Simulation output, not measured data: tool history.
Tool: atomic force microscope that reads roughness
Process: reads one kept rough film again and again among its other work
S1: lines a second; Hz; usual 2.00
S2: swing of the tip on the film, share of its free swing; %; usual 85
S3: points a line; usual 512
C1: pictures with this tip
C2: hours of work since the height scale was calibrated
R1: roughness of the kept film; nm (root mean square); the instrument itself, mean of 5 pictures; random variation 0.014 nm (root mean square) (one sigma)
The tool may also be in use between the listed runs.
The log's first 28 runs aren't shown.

run,day,S1,S2,S3,C1,C2,R1
29,31.792,1.15,73,844,260,1059,1.771
30,33.262,1.15,73,844,303,1077,1.637
# day 33.404: new tip fitted
# day 33.446: height scale calibrated on a step standard
31,34.725,1.15,73,844,38,15,2.998
32,35.550,0.72,58,512,62,25,2.817
33,36.308,2.15,68,512,85,34,2.577
# day 37.167: height scale calibrated on a step standard, once more
34,37.988,2.15,68,512,133,10,2.318
35,38.833,0.66,85,469,158,20,2.184
36,39.983,0.87,67,612,192,33,2.052
37,40.683,0.87,67,612,213,42,1.971
38,41.967,0.87,67,612,251,57,1.840
39,43.608,1.75,56,671,299,76,1.671
# day 43.788: new tip fitted
40,44.525,0.79,67,361,22,87,3.153
41,45.904,0.79,67,361,62,103,2.753
42,47.408,1.92,85,298,107,121,2.237
43,48.929,1.58,85,380,152,139,2.053
44,50.604,1.58,85,380,201,158,1.841
45,51.804,0.66,81,266,237,173,1.738
46,53.417,2.97,85,512,285,192,1.474
# day 54.212: new tip fitted
47,55.150,2.00,85,282,28,212,2.869
48,56.704,0.56,85,282,74,230,2.633

3 ways to go on from here, each from the tool as it stands after run 48. What would each give?
A,58.254,2.19,71,512,120,248,?
B,58.254,0.56,75,318,120,248,?
C,58.254,2.00,85,819,120,248,?

run,R1
A,2.317
B,2.361
C,2.241
Without the tool's hidden state the same runs would have given:
run,R1
A,3.418
B,3.478
C,3.309
